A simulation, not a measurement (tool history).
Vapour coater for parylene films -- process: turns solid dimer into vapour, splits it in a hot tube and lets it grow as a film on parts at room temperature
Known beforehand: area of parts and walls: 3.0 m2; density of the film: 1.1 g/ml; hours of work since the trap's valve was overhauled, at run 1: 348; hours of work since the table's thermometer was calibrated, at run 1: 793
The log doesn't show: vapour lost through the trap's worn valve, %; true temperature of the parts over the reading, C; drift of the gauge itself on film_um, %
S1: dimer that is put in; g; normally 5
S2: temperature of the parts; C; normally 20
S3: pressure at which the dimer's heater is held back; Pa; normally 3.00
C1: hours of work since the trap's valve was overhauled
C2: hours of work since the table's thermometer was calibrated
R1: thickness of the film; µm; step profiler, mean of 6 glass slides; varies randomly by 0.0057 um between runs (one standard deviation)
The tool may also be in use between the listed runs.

| run | hour | S1 | S2 | S3 | C1 | C2 | R1 |
|---|---|---|---|---|---|---|---|
| 1 | 0.0 | 5 | 20 | 3.00 | 348 | 793 | 1.002 |
| 2 | 24.9 | 5 | 20 | 10.65 | 367 | 812 | 0.924 |
| 3 | 53.6 | 5 | 13 | 10.65 | 388 | 833 | 1.122 |
| 4 | 80.3 | 5 | 13 | 10.65 | 408 | 853 | 1.117 |
| 5 | 98.8 | 5 | 13 | 10.65 | 422 | 867 | 1.110 |
| 6 | 131.3 | 5 | 13 | 10.26 | 446 | 891 | 1.107 |
| 7 | 167.0 | 5 | 13 | 10.26 | 473 | 918 | 1.120 |
|  | 185.5 | trap's valve overhauled |
| 8 | 191.4 | 5 | 13 | 10.26 | 4 | 933 | 1.105 |
| 9 | 222.1 | 5 | 13 | 10.26 | 27 | 956 | 1.115 |
| 10 | 242.9 | 5 | 21 | 3.00 | 43 | 972 | 0.956 |
| 11 | 267.6 | 5 | 21 | 3.00 | 61 | 990 | 0.967 |
| 12 | 289.3 | 5 | 16 | 3.00 | 78 | 1006 | 1.092 |
| 13 | 317.5 | 4 | 16 | 3.06 | 99 | 1027 | 0.871 |
| 14 | 352.8 | 5 | 23 | 3.06 | 125 | 1054 | 0.901 |
| 15 | 375.6 | 7 | 20 | 4.65 | 142 | 1071 | 1.329 |
| 16 | 396.7 | 5 | 27 | 3.94 | 158 | 1086 | 0.796 |
| 17 | 414.3 | 5 | 20 | 2.07 | 171 | 1100 | 0.991 |
| 18 | 445.4 | 8 | 20 | 3.00 | 194 | 1123 | 1.556 |
| 19 | 484.5 | 4 | 21 | 5.36 | 223 | 1152 | 0.731 |
| 20 | 500.9 | 5 | 32 | 5.32 | 236 | 1164 | 0.671 |

Consider 3 possible next runs. They are alternatives, not a sequence: every one starts from the tool as it was left by run 20. What does each give?
|  | 512.5 | gauge calibrated |
| A | 535.1 | 5 | 32 | 3.64 | 261 | 1190 | ? |
|  | 512.5 | gauge calibrated |
| B | 535.1 | 3 | 16 | 7.57 | 261 | 1190 | ? |
|  | 512.5 | gauge calibrated |
| C | 535.1 | 5 | 32 | 7.99 | 261 | 1190 | ? |

| run | R1 |
|---|---|
| A | 0.721 |
| B | 0.633 |
| C | 0.681 |
Stripped of hidden state, with their random variation kept, the same runs would have yielded:
| run | R1 |
|---|---|
| A | 0.723 |
| B | 0.635 |
| C | 0.682 |

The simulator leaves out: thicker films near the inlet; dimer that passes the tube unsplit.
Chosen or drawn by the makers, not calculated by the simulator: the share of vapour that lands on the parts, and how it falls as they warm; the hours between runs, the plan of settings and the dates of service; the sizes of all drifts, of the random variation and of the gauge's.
